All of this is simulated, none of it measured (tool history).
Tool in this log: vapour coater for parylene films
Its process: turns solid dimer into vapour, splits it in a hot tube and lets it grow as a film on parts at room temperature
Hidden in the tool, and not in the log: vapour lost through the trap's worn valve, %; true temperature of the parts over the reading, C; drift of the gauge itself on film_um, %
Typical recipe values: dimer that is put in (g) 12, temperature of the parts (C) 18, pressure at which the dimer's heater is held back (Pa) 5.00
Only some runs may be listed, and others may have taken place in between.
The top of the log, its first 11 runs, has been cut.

run	hour	dimer that is put in (g)	temperature of the parts (C)	pressure at which the dimer's heater is held back (Pa)	hours of work since the trap's valve was overhauled	hours of work since the table's thermometer was calibrated	thickness of the film (nm)
12	255.3	12	26	5.00	153	615	6270
13	268.3	12	26	5.00	161	624	6280
14	289.1	12	18	8.88	175	637	7040
15	307.0	12	18	5.00	186	649	7920
16	325.3	12	18	5.00	198	661	7880
17	344.5	12	18	5.00	211	673	7920
18	362.0	12	29	5.00	222	685	5640
19	391.4	12	18	5.00	241	704	7830
20	410.3	12	19	5.00	254	716	7600
21	434.5	12	18	5.00	269	732	7800
22	458.5	12	18	5.00	285	747	7810
23	486.5	12	18	5.00	303	766	7730
24	514.2	12	18	5.00	321	784	7600
25	538.8	17	27	2.15	337	800	9830
26	553.6	17	27	2.15	347	809	9810
27	583.0	17	27	2.15	366	828	9670
28	596.6	12	10	5.00	375	837	9490
29	620.5	9	10	5.00	391	853	7210

Run 30 has not been measured yet. What should we expect?
# hour 630.4: table's thermometer calibrated
30	647.1	11	10	4.91	407	11	?

Run 30 yielded thickness of the film (nm) 9080.
With no hidden state in the tool, this same run would have given thickness of the film (nm) 9960.
